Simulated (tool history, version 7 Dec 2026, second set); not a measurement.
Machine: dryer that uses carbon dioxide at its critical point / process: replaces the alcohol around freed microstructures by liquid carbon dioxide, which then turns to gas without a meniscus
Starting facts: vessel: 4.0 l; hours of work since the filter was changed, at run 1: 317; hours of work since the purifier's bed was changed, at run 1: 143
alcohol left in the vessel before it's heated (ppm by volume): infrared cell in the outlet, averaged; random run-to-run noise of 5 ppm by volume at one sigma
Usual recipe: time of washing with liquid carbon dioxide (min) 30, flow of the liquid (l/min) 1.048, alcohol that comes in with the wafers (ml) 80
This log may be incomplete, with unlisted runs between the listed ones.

run,hour,time of washing with liquid carbon dioxide (min),flow of the liquid (l/min),alcohol that comes in with the wafers (ml),hours of work since the filter was changed,hours of work since the purifier's bed was changed,alcohol left in the vessel before it's heated (ppm by volume)
1,0.0,30,1.048,80,317,143,113
2,19.8,30,1.048,80,329,155,114
3,40.9,30,1.048,80,341,167,124
4,74.0,30,1.048,80,361,187,125
5,93.7,30,1.048,80,373,199,141
6,127.2,30,1.048,80,392,218,134
7,162.6,30,1.048,80,413,239,153
8,190.9,30,1.048,80,430,256,155
9,213.9,21,1.048,80,444,270,522
10,237.3,36,1.048,80,457,283,101
# hour 258.7: inlet filter changed
11,276.5,36,1.048,80,11,306,95
12,313.1,36,1.690,80,32,327,87
13,333.6,46,1.048,80,44,340,90
14,358.5,46,1.048,80,59,354,103
15,391.1,46,1.048,80,78,373,97
16,434.6,23,1.048,46,104,399,221
17,465.5,23,1.048,46,122,417,226
18,483.9,23,1.048,46,133,428,237
19,501.8,47,1.048,75,143,439,112
20,536.9,18,0.980,99,164,459,1027
21,557.2,18,0.980,99,176,471,1024
22,593.4,24,0.710,97,197,493,1222

What if the next run were any one of these 3? Each begins from the tool's condition after run 22:
A,615.0,28,1.048,27,210,505,?
B,615.0,30,1.048,75,210,505,?
C,615.0,19,0.940,97,210,505,?

run,alcohol left in the vessel before it's heated (ppm by volume)
A,166
B,193
C,1040
Had the tool no hidden state, the same runs would have come out as:
run,alcohol left in the vessel before it's heated (ppm by volume)
A,31
B,45
C,722
